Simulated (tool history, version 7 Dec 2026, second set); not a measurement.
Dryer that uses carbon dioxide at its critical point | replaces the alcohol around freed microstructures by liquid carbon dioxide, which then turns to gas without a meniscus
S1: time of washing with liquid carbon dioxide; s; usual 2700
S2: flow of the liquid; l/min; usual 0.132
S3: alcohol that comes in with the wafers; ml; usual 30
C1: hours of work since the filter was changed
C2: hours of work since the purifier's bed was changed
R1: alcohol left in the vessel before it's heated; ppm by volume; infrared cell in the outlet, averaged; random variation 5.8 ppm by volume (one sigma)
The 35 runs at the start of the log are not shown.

| run | hour | S1 | S2 | S3 | C1 | C2 | R1 |
|---|---|---|---|---|---|---|---|
| 36 | 834.8 | 2640 | 0.224 | 66 | 54 | 491 | 162 |
| 37 | 849.6 | 1680 | 0.132 | 32 | 61 | 498 | 1629 |
| 38 | 882.7 | 3420 | 0.132 | 35 | 77 | 514 | 222 |
| 39 | 899.0 | 3420 | 0.132 | 35 | 85 | 522 | 224 |
| 40 | 931.9 | 3420 | 0.132 | 35 | 101 | 538 | 232 |
| 41 | 960.6 | 3420 | 0.132 | 35 | 115 | 552 | 243 |
| 42 | 977.2 | 2700 | 0.185 | 108 | 123 | 560 | 278 |
| 43 | 996.6 | 2700 | 0.133 | 30 | 132 | 569 | 403 |
| 44 | 1011.5 | 2520 | 0.132 | 30 | 139 | 576 | 495 |
| 45 | 1035.5 | 2520 | 0.132 | 30 | 151 | 588 | 499 |

Forecast each of these 5 alternatives for the next run:
| A | 1057.3 | 2580 | 0.099 | 111 | 161 | 598 | ? |
| B | 1057.3 | 3300 | 0.183 | 27 | 161 | 598 | ? |
| C | 1057.3 | 2520 | 0.132 | 24 | 161 | 598 | ? |
| D | 1057.3 | 2700 | 0.188 | 30 | 161 | 598 | ? |
| E | 1057.3 | 2220 | 0.164 | 43 | 161 | 598 | ? |

| run | R1 |
|---|---|
| A | 3695 |
| B | 194 |
| C | 442 |
| D | 208 |
| E | 500 |
Had the tool no hidden state, the same runs would have come out as:
| run | R1 |
|---|---|
| A | 2976 |
| B | 10 |
| C | 211 |
| D | 18 |
| E | 250 |

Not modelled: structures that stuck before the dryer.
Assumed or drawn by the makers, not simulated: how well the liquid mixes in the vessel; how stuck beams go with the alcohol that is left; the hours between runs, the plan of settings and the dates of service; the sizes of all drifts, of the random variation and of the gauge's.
